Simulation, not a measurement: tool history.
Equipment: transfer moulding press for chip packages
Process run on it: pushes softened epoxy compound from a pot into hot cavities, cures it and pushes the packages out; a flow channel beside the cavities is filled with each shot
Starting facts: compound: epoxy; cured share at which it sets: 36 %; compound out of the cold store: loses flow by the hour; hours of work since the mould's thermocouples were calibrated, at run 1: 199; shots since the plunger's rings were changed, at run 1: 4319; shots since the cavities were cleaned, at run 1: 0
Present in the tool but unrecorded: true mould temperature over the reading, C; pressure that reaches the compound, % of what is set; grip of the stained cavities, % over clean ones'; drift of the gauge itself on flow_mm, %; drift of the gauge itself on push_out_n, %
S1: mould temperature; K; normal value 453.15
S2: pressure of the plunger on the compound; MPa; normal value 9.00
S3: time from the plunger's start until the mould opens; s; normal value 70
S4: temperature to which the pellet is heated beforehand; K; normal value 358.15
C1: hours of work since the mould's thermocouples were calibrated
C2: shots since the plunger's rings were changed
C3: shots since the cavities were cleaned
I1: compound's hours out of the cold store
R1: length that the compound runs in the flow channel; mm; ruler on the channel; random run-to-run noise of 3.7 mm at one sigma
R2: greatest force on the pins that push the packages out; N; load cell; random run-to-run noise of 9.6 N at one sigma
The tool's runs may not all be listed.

run,hour,S1,S2,S3,S4,C1,C2,C3,I1,R1,R2
1,0.0,453.15,9.00,70,358.15,199,4319,0,32.8,731,405
2,28.4,453.15,9.00,70,358.15,210,4582,263,9.6,784,546
3,49.9,453.15,9.00,70,358.15,219,4781,462,13.0,774,601
4,65.2,453.15,9.00,70,358.15,226,4923,604,13.3,765,598
# hour 68.1: cavities cleaned with cleaning compound and waxed
5,82.5,453.15,9.00,70,358.15,232,5069,133,33.1,724,477
6,105.8,453.15,9.00,70,358.15,242,5285,349,29.4,722,584
7,132.0,453.15,10.61,70,358.15,252,5527,591,27.1,798,618
# hour 138.1: cavities cleaned with cleaning compound and waxed
8,153.9,453.15,10.61,70,358.15,261,5717,147,17.6,807,478
9,182.7,453.15,10.61,70,358.15,273,5983,413,9.8,825,593
10,201.4,453.15,9.00,70,365.15,280,6157,587,34.8,705,614
# hour 206.6: cavities cleaned with cleaning compound and waxed
11,232.4,447.15,9.00,70,358.15,292,6430,239,36.8,715,779
# hour 245.7: plunger's sealing rings changed
12,257.5,453.15,9.00,70,358.15,302,109,448,17.9,814,590
13,272.8,453.15,9.00,70,358.15,308,250,589,39.8,769,625
# hour 278.9: cavities cleaned with cleaning compound and waxed
14,296.3,453.15,9.00,70,358.15,317,454,161,30.9,783,489
15,325.8,453.15,9.00,91,350.15,329,727,434,28.0,785,480
# hour 347.7: cavities cleaned with cleaning compound and waxed
16,353.2,453.15,9.00,91,350.15,340,967,51,24.8,800,346
17,369.6,460.15,8.64,66,354.15,347,1119,203,20.1,761,416
18,396.6,453.15,7.03,51,359.15,358,1369,453,44.6,660,1191
# hour 417.1: cavities cleaned with cleaning compound and waxed
19,423.0,456.15,7.03,95,359.15,368,1600,55,40.8,655,343
20,438.9,452.15,6.81,104,354.15,375,1746,201,46.5,643,409
21,463.9,460.15,6.81,71,354.15,385,1978,433,26.2,656,463
# hour 484.5: cavities cleaned with cleaning compound and waxed
22,490.0,450.15,10.79,71,354.15,395,2206,51,32.4,840,532
23,512.3,450.15,10.79,71,354.15,404,2412,257,24.5,858,622
24,532.3,450.15,10.79,71,354.15,412,2598,443,12.1,885,726
25,548.5,450.15,10.79,71,354.15,419,2748,593,30.6,840,744
# hour 552.1: cavities cleaned with cleaning compound and waxed
26,579.3,453.15,6.83,70,359.15,431,3019,252,44.8,634,531
27,593.7,446.15,9.00,52,358.15,437,3152,385,24.0,795,1854

Here are 5 independent what-if runs from the current tool condition. What would each one return?
A,613.2,456.15,7.15,89,358.15,445,3333,566,44.9,?,?
B,613.2,453.15,7.00,61,351.15,445,3333,566,33.9,?,?
C,613.2,446.15,8.20,65,348.15,445,3333,566,21.2,?,?
D,613.2,461.15,9.00,70,352.15,445,3333,566,31.9,?,?
E,613.2,447.15,8.50,52,365.15,445,3333,566,45.5,?,?

run,R1,R2
A,636,474
B,657,867
C,762,1281
D,731,486
E,716,1708
Take away the tool's hidden state, keep each run's random variation, and the runs would have read:
run,R1,R2
A,672,315
B,694,605
C,805,898
D,773,325
E,757,1177

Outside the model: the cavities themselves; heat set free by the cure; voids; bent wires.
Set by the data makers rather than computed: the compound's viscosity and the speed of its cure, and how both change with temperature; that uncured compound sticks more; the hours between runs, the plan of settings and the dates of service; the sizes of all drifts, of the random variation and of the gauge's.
